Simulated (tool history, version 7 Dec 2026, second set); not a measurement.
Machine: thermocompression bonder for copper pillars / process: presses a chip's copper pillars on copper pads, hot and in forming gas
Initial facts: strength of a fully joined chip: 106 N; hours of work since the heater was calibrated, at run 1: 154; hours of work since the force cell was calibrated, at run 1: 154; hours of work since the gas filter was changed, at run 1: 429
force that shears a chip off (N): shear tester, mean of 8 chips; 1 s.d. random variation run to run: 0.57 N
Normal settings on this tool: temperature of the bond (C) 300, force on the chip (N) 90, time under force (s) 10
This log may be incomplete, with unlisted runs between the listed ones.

run     day  temperature of the bond (C)  force on the chip (N)  time under force (s)  hours of work since the heater was calibrated  hours of work since the force cell was calibrated  hours of work since the gas filter was changed  force that shears a chip off (N)
  1   0.000                          300                     90                    10                                            154                                                154                                             429                              62.6
  2   1.704                          300                     90                     5                                            178                                                178                                             452                              50.8
  3   2.667                          300                     90                     5                                            191                                                191                                             466                              50.4
  4   4.404                          300                     54                    10                                            215                                                215                                             490                              49.8
      4.779  -- forming gas filter changed
  5   6.200                          300                     54                     5                                            239                                                239                                              20                              42.5
  6   7.646                          300                     54                    12                                            259                                                259                                              39                              56.9
  7   9.183                          300                     54                    12                                            280                                                280                                              60                              56.3
  8  10.525                          300                     54                    12                                            298                                                298                                              79                              56.0
  9  11.688                          300                     54                    12                                            314                                                314                                              95                              56.1
 10  12.729                          300                     90                    17                                            329                                                329                                             109                              75.5
 11  13.725                          300                     90                    17                                            342                                                342                                             123                              76.0
 12  15.092                          300                     90                    17                                            361                                                361                                             142                              76.1
 13  16.492                          300                     90                    17                                            380                                                380                                             161                              75.1
 14  17.292                          300                     90                    17                                            391                                                391                                             172                              74.5
     17.508  -- heater calibrated with a thermocouple chip
 15  19.029                          300                     90                    17                                             21                                                414                                             194                              75.0
 16  20.454                          300                     90                    17                                             40                                                434                                             214                              72.3
 17  21.621                          300                     90                    17                                             56                                                450                                             230                              72.9
 18  22.375                          300                     90                    17                                             67                                                460                                             240                              72.6
 19  23.929                          295                     90                    17                                             88                                                481                                             262                              69.6
 20  25.717                          295                     90                    17                                            113                                                506                                             286                              69.5
     26.742  -- heater calibrated with a thermocouple chip, once more
 21  26.929                          328                     90                    16                                              3                                                521                                             302                              87.1
 22  28.312                          317                    133                    24                                             22                                                540                                             321                              95.1
 23  30.075                          296                     99                    22                                             46                                                564                                             345                              77.8
 24  31.217                          296                     99                    22                                             61                                                580                                             361                              78.5
 25  32.329                          283                     83                    13                                             77                                                595                                             376                              55.6
 26  33.262                          300                     90                     8                                             89                                                608                                             389                              60.8
 27  34.579                          300                     90                     8                                            108                                                626                                             407                              61.1
 28  36.104                          300                     90                    11                                            129                                                647                                             428                              65.7
 29  37.433                          291                     61                    13                                            147                                                665                                             446                              52.6
 30  38.879                          300                     90                     5                                            167                                                685                                             466                              51.0
 31  40.000                          316                     54                    25                                            182                                                701                                             481                              75.0
     41.067  -- forming gas filter changed
 32  41.229                          310                    111                    10                                            199                                                717                                               2                              79.7
 33  42.754                          276                     90                    12                                            219                                                738                                              23                              55.8
 34  44.229                          276                     90                    12                                            240                                                758                                              43                              55.2
 35  45.929                          300                    126                    12                                            263                                                782                                              67                              78.7
 36  47.146                          324                    133                    10                                            280                                                798                                              83                              89.7
 37  48.558                          324                    133                    10                                            299                                                818                                             103                              90.7
 38  49.938                          324                    133                    10                                            318                                                837                                             122                              90.4
 39  51.062                          324                    133                    14                                            334                                                852                                             137                              93.1

3 ways to go on from here, each from the tool as it stands after run 39. What would each give?
  A  52.171                          312                     62                    23                                            349                                                867                                             152                                 ?
  B  52.171                          320                    133                     8                                            349                                                867                                             152                                 ?
  C  52.171                          290                     99                    10                                            349                                                867                                             152                                 ?

run  force that shears a chip off (N)
  A                              79.6
  B                              83.4
  C                              61.5
Stripped of hidden state, with their random variation kept, the same runs would have yielded:
run  force that shears a chip off (N)
  A                              82.5
  B                              86.2
  C                              64.1

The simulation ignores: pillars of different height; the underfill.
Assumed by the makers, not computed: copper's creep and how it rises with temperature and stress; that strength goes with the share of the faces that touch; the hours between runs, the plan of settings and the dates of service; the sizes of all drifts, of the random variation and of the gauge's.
